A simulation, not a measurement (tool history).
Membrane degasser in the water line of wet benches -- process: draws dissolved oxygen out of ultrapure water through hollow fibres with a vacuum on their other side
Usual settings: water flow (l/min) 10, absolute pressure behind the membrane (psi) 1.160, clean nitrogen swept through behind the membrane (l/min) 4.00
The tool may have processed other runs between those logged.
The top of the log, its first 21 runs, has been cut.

run,hour,water flow (l/min),absolute pressure behind the membrane (psi),clean nitrogen swept through behind the membrane (l/min),hours since the membrane was changed,hours since the vacuum gauge was calibrated,hours since the vacuum lines were made tight,dissolved oxygen in the water behind the degasser (ppb),pressure that the water loses in the fibres (psi)
22,4068.3,7,1.687,11.26,4672,2019,11437,35.6,6.245
23,4210.4,7,1.687,2.92,4814,2161,11579,77.6,6.176
24,4374.0,11,0.728,4.00,4978,2325,11743,124.2,9.786
25,4486.0,11,0.728,4.00,5090,2437,11855,123.7,9.716
26,4727.0,11,0.728,4.00,5331,2678,12096,123.7,9.773
27,4931.7,10,1.326,2.61,5535,2882,12300,143.0,8.889
28,5129.7,12,0.905,2.09,5734,3081,12498,189.2,10.646
29,5236.1,10,1.324,6.00,5840,3187,12605,109.2,8.929
30,5435.8,10,1.033,2.40,6040,3387,12804,126.0,8.927
31,5631.1,10,1.033,2.40,6235,3582,13000,124.8,8.930
# hour 5785.1: vacuum gauge calibrated
32,5857.5,10,1.033,2.40,6461,72,13226,122.0,8.924

3 options for the next run, each taken on its own from the tool as it stands now. Forecast them:
A,6005.8,6,2.229,10.65,6609,221,13374,?,?
B,6005.8,12,1.749,4.00,6609,221,13374,?,?
C,6005.8,7,1.160,5.64,6609,221,13374,?,?

run,dissolved oxygen in the water behind the degasser (ppb),pressure that the water loses in the fibres (psi)
A,30.9,5.430
B,213.7,10.721
C,37.4,6.266
What these runs would have given with no unlogged condition in the tool:
run,dissolved oxygen in the water behind the degasser (ppb),pressure that the water loses in the fibres (psi)
A,26.4,5.310
B,196.3,10.483
C,32.7,6.126
